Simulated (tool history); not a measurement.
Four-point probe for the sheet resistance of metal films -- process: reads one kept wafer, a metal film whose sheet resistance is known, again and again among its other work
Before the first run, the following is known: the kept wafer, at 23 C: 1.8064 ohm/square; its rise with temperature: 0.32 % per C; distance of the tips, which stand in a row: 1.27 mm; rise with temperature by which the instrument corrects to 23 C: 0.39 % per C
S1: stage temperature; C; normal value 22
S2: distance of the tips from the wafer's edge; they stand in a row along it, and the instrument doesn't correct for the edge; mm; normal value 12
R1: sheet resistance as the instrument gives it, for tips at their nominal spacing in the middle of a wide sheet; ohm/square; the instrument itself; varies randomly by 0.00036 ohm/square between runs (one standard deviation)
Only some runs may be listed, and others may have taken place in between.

run	hour	S1	S2	R1
1	0.0	22	12	1.809237
2	16.0	22	12	1.809417
3	25.2	22	12	1.808885
4	41.4	22	12	1.808596
5	52.1	22	12	1.808807
6	67.0	22	12	1.808864
7	78.6	22	12	1.808371
8	95.4	22	21	1.800773
9	109.0	22	21	1.801203
10	120.0	18	12	1.814335
11	131.1	18	12	1.813668
12	148.2	22	12	1.808634
13	161.6	22	11	1.809797
14	169.2	22	11	1.810683
15	180.3	27	12	1.800687
16	197.7	27	12	1.800950
17	215.4	27	12	1.801330
18	226.9	24	12	1.805035
19	240.1	24	12	1.805151
20	253.7	24	12	1.804520
21	264.1	24	12	1.804581
22	272.6	24	12	1.804894
23	282.2	24	12	1.804420
24	291.6	24	12	1.804779
25	306.0	24	12	1.804727
26	321.1	32	10	1.798389
27	330.9	29	25	1.789298
28	342.0	23	4	1.886864
29	355.6	28	7	1.819361
30	363.4	20	28	1.800423
31	375.9	32	5	1.843151
32	393.2	27	5	1.849104
33	406.4	31	9	1.803039
34	423.4	31	9	1.802546
35	435.3	31	9	1.802796
36	452.5	31	9	1.802822
37	465.6	22	75	1.794986
38	480.0	23	13	1.802706
39	487.9	28	31	1.788712
40	498.3	28	31	1.788589
41	508.4	28	5	1.846736
42	525.3	28	5	1.847442
43	536.2	28	5	1.846650
44	548.0	28	5	1.846358
45	561.4	28	5	1.846505
46	577.7	28	5	1.846822

Each row is a separate what-if for the run after 46, all from the same tool condition, not one after another. Results?
A	591.2	20	69	?
B	591.2	22	12	?
C	591.2	22	10	?

run	R1
A	1.797295
B	1.804745
C	1.809479
With the hidden condition removed and each run's random variation left untouched, the same runs would have given:
run	R1
A	1.810977
B	1.818482
C	1.823249

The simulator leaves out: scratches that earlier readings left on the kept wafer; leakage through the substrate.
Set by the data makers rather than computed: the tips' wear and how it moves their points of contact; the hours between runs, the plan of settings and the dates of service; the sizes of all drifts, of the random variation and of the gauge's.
